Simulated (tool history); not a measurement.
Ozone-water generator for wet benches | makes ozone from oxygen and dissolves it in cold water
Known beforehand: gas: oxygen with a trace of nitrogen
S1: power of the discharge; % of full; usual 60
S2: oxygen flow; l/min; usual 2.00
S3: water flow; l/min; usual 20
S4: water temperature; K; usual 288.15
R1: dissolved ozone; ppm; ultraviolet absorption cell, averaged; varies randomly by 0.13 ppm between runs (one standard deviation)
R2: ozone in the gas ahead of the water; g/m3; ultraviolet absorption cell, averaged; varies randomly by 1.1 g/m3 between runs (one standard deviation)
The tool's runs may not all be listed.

run 1 hour=0.0 | S1=60 S2=2.00 S3=20 S4=288.15 | R1=12.2 R2=189.2
run 2 hour=47.2 | S1=60 S2=1.75 S3=20 S4=288.15 | R1=11.9 R2=204.8
run 3 hour=96.8 | S1=60 S2=1.75 S3=20 S4=288.15 | R1=12.1 R2=205.5
run 4 hour=139.5 | S1=60 S2=1.75 S3=20 S4=288.15 | R1=12.0 R2=206.0
-- hour=149.2 contactor cleaned
run 5 hour=176.6 | S1=60 S2=2.00 S3=20 S4=288.15 | R1=12.0 R2=187.3
run 6 hour=232.7 | S1=74 S2=1.44 S3=25 S4=289.15 | R1=10.1 R2=265.7
run 7 hour=284.6 | S1=74 S2=1.44 S3=25 S4=289.15 | R1=10.0 R2=264.1
-- hour=346.2 contactor cleaned, once more
run 8 hour=358.6 | S1=60 S2=1.98 S3=30 S4=292.15 | R1=7.6 R2=188.9
run 9 hour=416.0 | S1=60 S2=1.98 S3=30 S4=292.15 | R1=7.5 R2=187.3
run 10 hour=464.7 | S1=60 S2=1.98 S3=30 S4=292.15 | R1=7.8 R2=187.0

Branching from run 10: 5 alternative next runs. What would each branch give?
run A hour=526.4 | S1=78 S2=3.15 S3=24 S4=288.15 | R1=? R2=?
run B hour=526.4 | S1=83 S2=2.00 S3=20 S4=288.15 | R1=? R2=?
run C hour=526.4 | S1=60 S2=1.54 S3=15 S4=292.15 | R1=? R2=?
run D hour=526.4 | S1=70 S2=2.00 S3=20 S4=290.15 | R1=? R2=?
run E hour=526.4 | S1=43 S2=1.29 S3=20 S4=290.15 | R1=? R2=?

run=A R1=12.1 R2=160.6
run=B R1=14.7 R2=225.5
run=C R1=15.5 R2=221.3
run=D R1=13.1 R2=203.2
run=E R1=9.4 R2=204.0
Take away the tool's hidden state, keep each run's random variation, and the runs would have read:
run=A R1=12.8 R2=168.4
run=B R1=15.5 R2=236.8
run=C R1=16.2 R2=230.4
run=D R1=13.8 R2=212.5
run=E R1=9.8 R2=210.4
